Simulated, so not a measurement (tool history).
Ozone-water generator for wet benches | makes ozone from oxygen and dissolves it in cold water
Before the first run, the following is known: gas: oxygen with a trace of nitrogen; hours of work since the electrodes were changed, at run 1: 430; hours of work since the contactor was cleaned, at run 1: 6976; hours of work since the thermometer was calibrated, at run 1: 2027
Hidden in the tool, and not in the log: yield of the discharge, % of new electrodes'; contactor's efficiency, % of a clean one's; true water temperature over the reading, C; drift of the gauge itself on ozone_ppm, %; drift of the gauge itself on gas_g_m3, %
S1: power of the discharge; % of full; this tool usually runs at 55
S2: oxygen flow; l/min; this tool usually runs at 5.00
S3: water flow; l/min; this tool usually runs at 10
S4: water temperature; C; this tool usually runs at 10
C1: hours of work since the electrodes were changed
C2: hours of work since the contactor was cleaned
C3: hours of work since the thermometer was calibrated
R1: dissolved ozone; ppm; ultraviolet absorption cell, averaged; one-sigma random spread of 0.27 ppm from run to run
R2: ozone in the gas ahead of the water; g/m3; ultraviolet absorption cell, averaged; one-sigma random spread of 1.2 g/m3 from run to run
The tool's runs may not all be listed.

{"run": 1, "hour": 0.0, "S1": 55, "S2": 5.0, "S3": 10, "S4": 10, "C1": 430, "C2": 6976, "C3": 2027, "R1": 40.1, "R2": 214.9}
{"run": 2, "hour": 147.8, "S1": 97, "S2": 5.0, "S3": 10, "S4": 10, "C1": 523, "C2": 7069, "C3": 2120, "R1": 68.3, "R2": 361.1}
{"run": 3, "hour": 284.8, "S1": 55, "S2": 5.0, "S3": 11, "S4": 10, "C1": 610, "C2": 7155, "C3": 2206, "R1": 37.5, "R2": 211.7}
{"run": 4, "hour": 376.8, "S1": 55, "S2": 5.0, "S3": 10, "S4": 10, "C1": 668, "C2": 7213, "C3": 2264, "R1": 39.8, "R2": 214.2}
{"run": 5, "hour": 555.5, "S1": 55, "S2": 5.0, "S3": 10, "S4": 10, "C1": 780, "C2": 7326, "C3": 2377, "R1": 39.9, "R2": 216.7}
{"run": 6, "hour": 743.8, "S1": 55, "S2": 5.0, "S3": 10, "S4": 9, "C1": 899, "C2": 7444, "C3": 2495, "R1": 41.0, "R2": 213.3}
{"run": 7, "hour": 871.1, "S1": 55, "S2": 5.0, "S3": 15, "S4": 10, "C1": 979, "C2": 7525, "C3": 2575, "R1": 30.1, "R2": 215.3}
{"run": 8, "hour": 959.3, "S1": 55, "S2": 5.0, "S3": 15, "S4": 10, "C1": 1034, "C2": 7580, "C3": 2631, "R1": 30.1, "R2": 212.0}
{"run": 9, "hour": 1078.6, "S1": 55, "S2": 5.0, "S3": 15, "S4": 10, "C1": 1110, "C2": 7655, "C3": 2706, "R1": 30.1, "R2": 211.0}
{"run": 10, "hour": 1164.9, "S1": 55, "S2": 5.0, "S3": 10, "S4": 10, "C1": 1164, "C2": 7710, "C3": 2760, "R1": 39.8, "R2": 213.0}
{"run": 11, "hour": 1268.2, "S1": 55, "S2": 5.0, "S3": 10, "S4": 10, "C1": 1229, "C2": 7775, "C3": 2825, "R1": 39.7, "R2": 213.5}
{"run": 12, "hour": 1351.8, "S1": 55, "S2": 5.0, "S3": 10, "S4": 10, "C1": 1282, "C2": 7827, "C3": 2878, "R1": 39.4, "R2": 213.2}
{"run": 13, "hour": 1472.6, "S1": 69, "S2": 3.91, "S3": 8, "S4": 13, "C1": 1358, "C2": 7903, "C3": 2954, "R1": 52.0, "R2": 289.2}
{"run": 14, "hour": 1580.0, "S1": 54, "S2": 2.5, "S3": 8, "S4": 13, "C1": 1425, "C2": 7971, "C3": 3022, "R1": 41.1, "R2": 280.7}
{"run": 15, "hour": 1750.8, "S1": 63, "S2": 2.5, "S3": 8, "S4": 11, "C1": 1533, "C2": 8079, "C3": 3129, "R1": 48.0, "R2": 319.8}
{"hour": 1761.6, "done": "water thermometer calibrated"}
{"run": 16, "hour": 1933.5, "S1": 44, "S2": 2.5, "S3": 8, "S4": 8, "C1": 1648, "C2": 8193, "C3": 108, "R1": 36.3, "R2": 232.8}
{"hour": 2040.7, "done": "water thermometer calibrated, once more"}
{"run": 17, "hour": 2059.7, "S1": 44, "S2": 2.5, "S3": 8, "S4": 8, "C1": 1727, "C2": 8273, "C3": 12, "R1": 36.4, "R2": 233.4}
{"run": 18, "hour": 2225.0, "S1": 98, "S2": 2.89, "S3": 7, "S4": 12, "C1": 1831, "C2": 8377, "C3": 116, "R1": 78.5, "R2": 451.8}
{"run": 19, "hour": 2343.8, "S1": 98, "S2": 2.89, "S3": 7, "S4": 12, "C1": 1906, "C2": 8452, "C3": 191, "R1": 77.8, "R2": 448.7}
{"run": 20, "hour": 2475.2, "S1": 98, "S2": 2.89, "S3": 7, "S4": 7, "C1": 1989, "C2": 8534, "C3": 274, "R1": 83.8, "R2": 446.3}
{"run": 21, "hour": 2589.9, "S1": 95, "S2": 5.0, "S3": 10, "S4": 10, "C1": 2061, "C2": 8607, "C3": 346, "R1": 64.6, "R2": 345.1}
{"run": 22, "hour": 2667.1, "S1": 53, "S2": 2.95, "S3": 6, "S4": 14, "C1": 2109, "C2": 8655, "C3": 395, "R1": 46.8, "R2": 255.0}
{"run": 23, "hour": 2753.5, "S1": 53, "S2": 7.42, "S3": 6, "S4": 5, "C1": 2164, "C2": 8710, "C3": 449, "R1": 53.6, "R2": 171.7}

Forecast each of these 4 alternatives for the next run:
{"run": "A", "hour": 2867.1, "S1": 85, "S2": 7.42, "S3": 6, "S4": 8, "C1": 2235, "C2": 8781, "C3": 520, "R1": "?", "R2": "?"}
{"run": "B", "hour": 2867.1, "S1": 55, "S2": 5.0, "S3": 11, "S4": 9, "C1": 2235, "C2": 8781, "C3": 520, "R1": "?", "R2": "?"}
{"run": "C", "hour": 2867.1, "S1": 90, "S2": 7.42, "S3": 9, "S4": 5, "C1": 2235, "C2": 8781, "C3": 520, "R1": "?", "R2": "?"}
{"run": "D", "hour": 2867.1, "S1": 55, "S2": 5.43, "S3": 7, "S4": 10, "C1": 2235, "C2": 8781, "C3": 520, "R1": "?", "R2": "?"}

run=A R1=77.0 R2=265.3
run=B R1=37.6 R2=210.6
run=C R1=70.6 R2=278.2
run=D R1=47.6 R2=202.9
Without the tool's hidden state the same runs would have given:
run=A R1=82.1 R2=273.4
run=B R1=40.3 R2=214.9
run=C R1=76.1 R2=287.2
run=D R1=50.4 R2=207.0
